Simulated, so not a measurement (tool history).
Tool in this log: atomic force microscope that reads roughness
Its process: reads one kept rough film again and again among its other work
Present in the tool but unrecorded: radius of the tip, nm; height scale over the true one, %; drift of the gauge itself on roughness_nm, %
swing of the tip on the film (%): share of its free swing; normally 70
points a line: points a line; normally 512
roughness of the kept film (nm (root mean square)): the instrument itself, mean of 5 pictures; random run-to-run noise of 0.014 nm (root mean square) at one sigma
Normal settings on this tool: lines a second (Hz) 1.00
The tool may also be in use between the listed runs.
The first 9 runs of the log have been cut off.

run    day  lines a second (Hz)  swing of the tip on the film (%)  points a line  pictures with this tip  hours of work since the height scale was calibrated  roughness of the kept film (nm (root mean square))
 10  2.646                 1.00                                70            512                     142                                                  142                                               2.616
 11  2.962                 1.00                                70            512                     151                                                  145                                               2.595
 12  3.358                 1.00                                70            512                     163                                                  150                                               2.550
 13  3.692                 1.00                                70            512                     172                                                  153                                               2.484
 14  4.054                 1.00                                70            512                     182                                                  157                                               2.459
 15  4.396                 1.00                                70            512                     192                                                  160                                               2.440
 16  4.729                 1.00                                70            512                     201                                                  164                                               2.391
 17  5.100                 1.00                                70            512                     212                                                  168                                               2.371
 18  5.462                 1.00                                70            512                     222                                                  171                                               2.335
 19  5.817                 0.51                                70            512                     232                                                  175                                               2.371

Predict the results of run 20:
 20  6.233                 0.51                                70            512                     244                                                  179                                                   ?

Run 20 gave roughness of the kept film (nm (root mean square)) 2.331.
On a tool with no hidden condition, and with the same random variation, this run would have come out at roughness of the kept film (nm (root mean square)) 3.305.
